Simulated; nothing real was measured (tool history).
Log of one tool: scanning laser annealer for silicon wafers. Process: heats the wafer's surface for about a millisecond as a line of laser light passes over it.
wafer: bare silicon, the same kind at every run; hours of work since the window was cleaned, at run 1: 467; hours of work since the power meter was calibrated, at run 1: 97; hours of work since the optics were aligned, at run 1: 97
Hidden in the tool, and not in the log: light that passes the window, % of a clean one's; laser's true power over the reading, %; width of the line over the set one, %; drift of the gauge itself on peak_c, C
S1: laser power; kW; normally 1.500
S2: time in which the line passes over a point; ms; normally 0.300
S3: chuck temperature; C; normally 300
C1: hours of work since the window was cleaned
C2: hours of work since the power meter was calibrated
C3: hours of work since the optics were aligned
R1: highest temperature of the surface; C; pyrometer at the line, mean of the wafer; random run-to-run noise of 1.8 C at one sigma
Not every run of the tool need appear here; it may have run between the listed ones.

run	hour	S1	S2	S3	C1	C2	C3	R1
1	0.0	1.500	0.300	300	467	97	97	1037
2	17.8	1.500	0.300	300	481	111	111	1035
3	39.5	1.500	0.300	300	498	128	128	1035
4	69.4	1.500	0.255	300	522	152	152	982
5	97.7	1.500	0.255	286	544	175	175	972
6	113.8	1.500	0.255	286	557	187	187	967
7	143.9	1.500	0.255	286	581	211	211	967
8	160.5	1.500	0.343	300	594	225	225	1074
9	196.3	1.500	0.343	300	623	253	253	1074
10	221.1	1.500	0.343	300	642	273	273	1074
11	242.5	1.500	0.343	300	659	290	290	1075
12	276.3	1.500	0.300	316	686	317	317	1045
13	314.0	1.500	0.300	316	716	347	347	1045
14	337.5	1.500	0.300	300	735	365	365	1026
15	372.1	1.478	0.300	300	763	393	393	1014
16	395.9	1.478	0.300	300	781	412	412	1013
17	429.3	1.500	0.300	300	808	438	438	1022
18	461.2	1.500	0.300	300	833	464	464	1024
19	477.5	1.500	0.300	300	846	477	477	1023
20	505.2	1.500	0.300	300	868	499	499	1023
21	522.5	1.500	0.300	300	882	512	512	1019
# hour 528.5: laser's power meter calibrated
22	555.2	1.296	0.261	298	906	21	536	891
23	573.4	1.281	0.261	323	920	36	551	911
# hour 603.5: laser's power meter calibrated, once more
24	608.9	1.383	0.336	294	946	4	576	991
25	635.1	1.519	0.260	294	967	25	597	971
# hour 658.1: window over the wafer cleaned
26	660.1	1.302	0.314	280	2	43	616	952
27	689.6	1.500	0.300	293	25	67	639	1042
28	727.5	1.500	0.300	293	55	97	669	1044
29	752.5	1.500	0.300	293	75	117	689	1043
30	769.6	1.439	0.224	300	89	131	703	932
31	790.1	1.595	0.269	336	105	147	719	1085
32	810.6	1.595	0.269	336	121	163	735	1089
33	847.3	1.649	0.300	292	151	192	764	1102
34	877.2	1.633	0.346	305	174	216	788	1161
35	915.3	1.500	0.295	322	205	246	819	1057
36	943.8	1.434	0.300	300	227	269	841	1011
37	974.6	1.615	0.293	300	252	294	866	1081
38	992.9	1.615	0.359	282	266	308	880	1140
39	1014.6	1.620	0.345	303	284	325	898	1146
40	1041.6	1.538	0.351	303	305	347	919	1113

Hidden condition of the tool, last listed run before each entry between runs versus first listed run after:
Run 21 -> run 22: laser's power meter calibrated (hour 528.5)
  light that passes the window, % of a clean one's: 95.44 -> 95.32; laser's true power over the reading, %: 0.28 -> 0.41; width of the line over the set one, %: 0.68 -> 0.71
  measured minus no-state result, R1: -32 -> -27 C
Run 23 -> run 24: laser's power meter calibrated, once more (hour 603.5)
  light that passes the window, % of a clean one's: 95.25 -> 95.12; laser's true power over the reading, %: 0.41 -> 0.03; width of the line over the set one, %: 0.73 -> 0.76
  measured minus no-state result, R1: -27 -> -35 C
Run 25 -> run 26: window over the wafer cleaned (hour 658.1)
  light that passes the window, % of a clean one's: 95.02 -> 99.94; width of the line over the set one, %: 0.78 -> 0.8
  measured minus no-state result, R1: -35 -> -2 C

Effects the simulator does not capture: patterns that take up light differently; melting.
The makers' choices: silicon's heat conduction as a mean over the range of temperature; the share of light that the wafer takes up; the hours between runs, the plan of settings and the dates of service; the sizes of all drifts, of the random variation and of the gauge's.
